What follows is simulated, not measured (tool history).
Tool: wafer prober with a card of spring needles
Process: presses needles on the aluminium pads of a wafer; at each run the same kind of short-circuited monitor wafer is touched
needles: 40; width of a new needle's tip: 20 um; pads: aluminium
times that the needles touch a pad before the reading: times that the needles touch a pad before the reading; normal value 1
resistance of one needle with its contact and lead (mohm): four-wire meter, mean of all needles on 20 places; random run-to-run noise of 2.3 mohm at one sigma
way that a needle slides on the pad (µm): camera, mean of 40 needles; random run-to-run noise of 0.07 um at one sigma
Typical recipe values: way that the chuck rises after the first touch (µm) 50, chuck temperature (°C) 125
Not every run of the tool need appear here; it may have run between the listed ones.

| run | hour | way that the chuck rises after the first touch (µm) | chuck temperature (°C) | times that the needles touch a pad before the reading | resistance of one needle with its contact and lead (mohm) | way that a needle slides on the pad (µm) |
|---|---|---|---|---|---|---|
| 1 | 0.0 | 50 | 125 | 1 | 291 | 8.32 |
|  | 1.9 | tips cleaned on abrasive film |
| 2 | 6.2 | 50 | 125 | 1 | 298 | 8.36 |
|  | 7.8 | tips cleaned on abrasive film |
|  | 13.5 | tips cleaned on abrasive film |
| 3 | 16.8 | 50 | 125 | 1 | 298 | 8.39 |
|  | 19.0 | tips cleaned on abrasive film |
|  | 24.3 | tips cleaned on abrasive film |
| 4 | 24.9 | 50 | 125 | 1 | 275 | 8.23 |
|  | 29.5 | tips cleaned on abrasive film |
| 5 | 33.0 | 50 | 87 | 1 | 291 | 8.26 |
|  | 34.6 | tips cleaned on abrasive film |
| 6 | 38.1 | 50 | 56 | 1 | 275 | 8.27 |
|  | 40.1 | tips cleaned on abrasive film |
|  | 45.4 | tips cleaned on abrasive film |
| 7 | 45.4 | 50 | 56 | 2 | 242 | 8.19 |
|  | 51.3 | tips cleaned on abrasive film |
| 8 | 52.5 | 50 | 56 | 2 | 256 | 8.22 |
|  | 56.7 | tips cleaned on abrasive film |
| 9 | 60.3 | 50 | 125 | 1 | 303 | 8.16 |
|  | 62.2 | tips cleaned on abrasive film |
|  | 67.7 | tips cleaned on abrasive film |
| 10 | 69.3 | 50 | 125 | 1 | 284 | 8.17 |
|  | 72.8 | tips cleaned on abrasive film |
| 11 | 77.0 | 50 | 125 | 1 | 303 | 8.14 |
|  | 77.9 | tips cleaned on abrasive film |
|  | 83.4 | tips cleaned on abrasive film |
| 12 | 83.4 | 52 | 125 | 1 | 263 | 8.49 |
|  | 88.6 | tips cleaned on abrasive film |
| 13 | 89.1 | 50 | 125 | 2 | 271 | 8.16 |
|  | 93.9 | tips cleaned on abrasive film |
| 14 | 97.5 | 50 | 125 | 2 | 287 | 8.11 |
|  | 99.6 | tips cleaned on abrasive film |
|  | 104.8 | tips cleaned on abrasive film |
| 15 | 107.5 | 50 | 125 | 1 | 290 | 8.03 |
|  | 110.4 | tips cleaned on abrasive film |
|  | 115.6 | tips cleaned on abrasive film |
| 16 | 117.6 | 50 | 125 | 1 | 286 | 7.98 |
|  | 121.0 | tips cleaned on abrasive film |
|  | 126.2 | tips cleaned on abrasive film |
| 17 | 127.6 | 64 | 35 | 1 | 247 | 10.48 |
|  | 131.6 | tips cleaned on abrasive film |
|  | 136.7 | tips cleaned on abrasive film |
| 18 | 137.0 | 43 | 33 | 1 | 249 | 6.71 |
|  | 141.8 | tips cleaned on abrasive film |
| 19 | 143.0 | 47 | 43 | 2 | 253 | 7.45 |
|  | 147.1 | tips cleaned on abrasive film |
|  | 152.6 | tips cleaned on abrasive film |
| 20 | 152.9 | 37 | 94 | 2 | 276 | 5.66 |
|  | 154.2 | height of the first contact set anew |
|  | 158.6 | tips cleaned on abrasive film |
| 21 | 162.8 | 56 | 118 | 1 | 302 | 8.71 |
|  | 163.8 | tips cleaned on abrasive film |
|  | 169.4 | tips cleaned on abrasive film |
| 22 | 170.5 | 30 | 32 | 1 | 314 | 4.17 |
|  | 175.0 | tips cleaned on abrasive film |
| 23 | 176.0 | 30 | 32 | 1 | 310 | 4.11 |
|  | 180.4 | tips cleaned on abrasive film |
| 24 | 185.3 | 50 | 123 | 1 | 314 | 7.49 |
|  | 186.1 | tips cleaned on abrasive film |
|  | 191.6 | tips cleaned on abrasive film |
| 25 | 194.8 | 69 | 123 | 1 | 279 | 10.63 |
|  | 197.1 | tips cleaned on abrasive film |
|  | 202.6 | tips cleaned on abrasive film |
| 26 | 202.6 | 68 | 97 | 1 | 255 | 10.69 |
|  | 207.9 | tips cleaned on abrasive film |
| 27 | 208.4 | 68 | 125 | 3 | 259 | 10.60 |
|  | 213.2 | tips cleaned on abrasive film |
| 28 | 217.1 | 34 | 125 | 1 | 395 | 4.75 |
|  | 218.7 | height of the first contact set anew, once more |
|  | 218.8 | tips cleaned on abrasive film |
|  | 223.9 | tips cleaned on abrasive film |
| 29 | 224.9 | 50 | 125 | 3 | 267 | 8.60 |

What if the next run were any one of these 5? Each begins from the tool's condition after run 29:
|  | 229.3 | tips cleaned on abrasive film |
| A | 231.6 | 52 | 125 | 1 | ? | ? |
|  | 229.3 | tips cleaned on abrasive film |
| B | 231.6 | 50 | 42 | 1 | ? | ? |
|  | 229.3 | tips cleaned on abrasive film |
| C | 231.6 | 50 | 125 | 2 | ? | ? |
|  | 229.3 | tips cleaned on abrasive film |
| D | 231.6 | 70 | 99 | 1 | ? | ? |
|  | 229.3 | tips cleaned on abrasive film |
| E | 231.6 | 57 | 66 | 3 | ? | ? |

| run | resistance of one needle with its contact and lead (mohm) | way that a needle slides on the pad (µm) |
|---|---|---|
| A | 279 | 9.01 |
| B | 268 | 8.62 |
| C | 277 | 8.65 |
| D | 262 | 12.07 |
| E | 252 | 9.84 |
With no hidden state in the tool, these same runs would have given:
| run | resistance of one needle with its contact and lead (mohm) | way that a needle slides on the pad (µm) |
|---|---|---|
| A | 256 | 9.06 |
| B | 240 | 8.67 |
| C | 261 | 8.70 |
| D | 248 | 12.12 |
| E | 243 | 9.90 |
